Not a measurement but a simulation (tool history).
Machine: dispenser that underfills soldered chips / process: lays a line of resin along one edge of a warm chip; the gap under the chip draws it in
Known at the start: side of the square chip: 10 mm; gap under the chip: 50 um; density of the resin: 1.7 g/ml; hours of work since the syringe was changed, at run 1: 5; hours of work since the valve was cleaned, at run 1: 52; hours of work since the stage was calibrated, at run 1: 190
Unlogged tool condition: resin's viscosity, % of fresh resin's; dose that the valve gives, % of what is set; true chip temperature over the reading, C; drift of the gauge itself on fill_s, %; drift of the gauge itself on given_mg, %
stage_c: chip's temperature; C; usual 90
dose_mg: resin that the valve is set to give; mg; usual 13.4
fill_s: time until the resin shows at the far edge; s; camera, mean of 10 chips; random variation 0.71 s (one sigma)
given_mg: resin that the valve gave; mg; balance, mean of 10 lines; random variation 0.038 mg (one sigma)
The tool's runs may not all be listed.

run,hour,stage_c,dose_mg,hours of work since the syringe was changed,hours of work since the valve was cleaned,hours of work since the stage was calibrated,fill_s,given_mg
1,0,90,13.4,5,52,190,82.2,13.16
# hour 2.8: new syringe of resin
2,6.4,90,13.4,3,56,195,75.9,13.06
# hour 12.3: new syringe of resin
3,13.7,90,13.4,1,61,200,69.4,13.03
# hour 21.8: new syringe of resin
4,22.9,90,14.2,1,68,207,68.1,13.72
# hour 31.4: new syringe of resin
5,34.9,90,13.4,3,77,215,75.4,12.96
# hour 40.4: new syringe of resin
6,40.4,90,13.4,0,81,219,70.6,12.91
# hour 49.4: new syringe of resin
7,49.4,90,13.4,0,87,226,67.3,12.86
8,56.7,90,13.4,6,93,231,83.7,12.77
# hour 58.9: new syringe of resin
9,64.4,90,13.4,4,99,237,80.9,12.76
# hour 68.6: new syringe of resin
10,76.4,90,13.4,6,107,246,88.5,12.74
# hour 78.2: new syringe of resin
# hour 87.4: new syringe of resin
11,87.8,90,13.4,0,115,254,69.4,12.69
# hour 96.3: new syringe of resin
# hour 97.9: dispensing valve cleaned and set on the balance
12,100.1,90,13.4,2,2,262,73.8,13.33
# hour 106.5: new syringe of resin
13,106.5,90,13.8,0,6,267,68,13.7
# hour 115.6: new syringe of resin
14,116.3,90,16,1,13,274,69.6,15.88
# hour 124.5: new syringe of resin
15,128.3,90,12.4,3,22,283,78.8,12.19
# hour 133.4: new syringe of resin
16,140.4,90,12.4,5,31,292,84,12.21
# hour 142.9: new syringe of resin
17,146.2,95,13.4,3,35,296,64,13.11
# hour 151.9: new syringe of resin
18,157.2,84,16.3,4,43,304,97.4,15.96
# hour 161.4: new syringe of resin
19,169.2,84,16.3,6,52,313,105.7,15.85
# hour 170.5: new syringe of resin
# hour 179.7: new syringe of resin
20,181.5,93,14,1,61,322,66.9,13.52
21,186.9,80,15.1,5,65,326,125.5,14.51
# hour 189.2: new syringe of resin
22,193.7,93,16.5,3,70,331,71.7,15.96
# hour 198.1: new syringe of resin
23,201.9,87,16.9,3,76,337,85.8,16.26
# hour 207: new syringe of resin
24,214.1,104,16.1,5,85,346,53.6,15.46
# hour 215.9: new syringe of resin
25,222.4,102,13.7,5,91,352,56.4,13.08
# hour 225: new syringe of resin
26,230.4,85,13.3,4,97,357,97.3,12.66
# hour 234.2: new syringe of resin
27,241.8,85,13.3,6,105,366,105.6,12.61
# hour 243.8: new syringe of resin
28,251.6,76,13,6,112,373,149.4,12.39
# hour 252.7: new syringe of resin
29,257.9,90,15.8,4,117,377,79.8,14.91
# hour 261.5: new syringe of resin
30,264.1,87,13.9,2,121,382,84.9,13.04
# hour 266.6: dispensing valve cleaned and set on the balance
31,270.6,87,13.9,6,3,386,100.4,13.87
# hour 271.9: new syringe of resin
32,277.3,87,13.9,4,8,391,93.5,13.82
# hour 281.1: new syringe of resin
33,287.8,87,13.9,5,16,399,95.3,13.76

How would selected steps in fill_s from run to run divide? Give the signed amount a tool lacking its hidden state would still show from settings, what came in and random variation, and the signed amount left for the hidden state, including any gauge scatter that is not in both of the compared results.
Run 20 -> 21: stage_c 93 -> 80, dose_mg 14 -> 15.1. fill_s +58.6 s: hidden state +24.9, all else +33.7.
Run 21 -> 22: stage_c 80 -> 93, dose_mg 15.1 -> 16.5, new syringe of resin. fill_s -53.8 s: hidden state -19.9, all else -33.9.
Run 28 -> 29: stage_c 76 -> 90, dose_mg 13 -> 15.8, new syringe of resin. fill_s -69.6 s: hidden state -25.4, all else -44.2.
